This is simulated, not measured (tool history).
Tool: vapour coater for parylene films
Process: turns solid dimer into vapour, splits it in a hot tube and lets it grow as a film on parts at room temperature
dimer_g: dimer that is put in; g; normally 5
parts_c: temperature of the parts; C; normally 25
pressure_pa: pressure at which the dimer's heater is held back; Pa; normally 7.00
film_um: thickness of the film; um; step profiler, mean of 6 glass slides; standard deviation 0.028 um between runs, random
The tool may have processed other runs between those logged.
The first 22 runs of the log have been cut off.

run	day	dimer_g	parts_c	pressure_pa	hours of work since the trap's valve was overhauled	hours of work since the table's thermometer was calibrated	film_um
23	43.921	5	25	7.00	342	165	2.48
24	46.488	7	19	8.08	386	209	4.00
25	48.267	7	19	8.08	417	240	3.93
26	50.292	7	19	8.08	452	275	3.94
27	51.533	3	35	8.93	473	296	1.11
28	52.983	3	35	8.93	498	321	1.13
29	54.767	5	20	4.75	529	352	3.03
30	56.925	6	25	7.00	566	389	3.00
# day 58.654: trap's valve overhauled
31	59.475	6	25	7.00	14	430	3.00
32	61.438	2	33	7.00	48	464	0.82
33	63.954	4	25	5.03	91	507	2.13

For run 34, what comes out?
34	66.600	5	19	7.00	137	553	?

Run 34 measured film_um 2.94 um.
With no hidden state in the tool, this same run would have given film_um 2.94 um.

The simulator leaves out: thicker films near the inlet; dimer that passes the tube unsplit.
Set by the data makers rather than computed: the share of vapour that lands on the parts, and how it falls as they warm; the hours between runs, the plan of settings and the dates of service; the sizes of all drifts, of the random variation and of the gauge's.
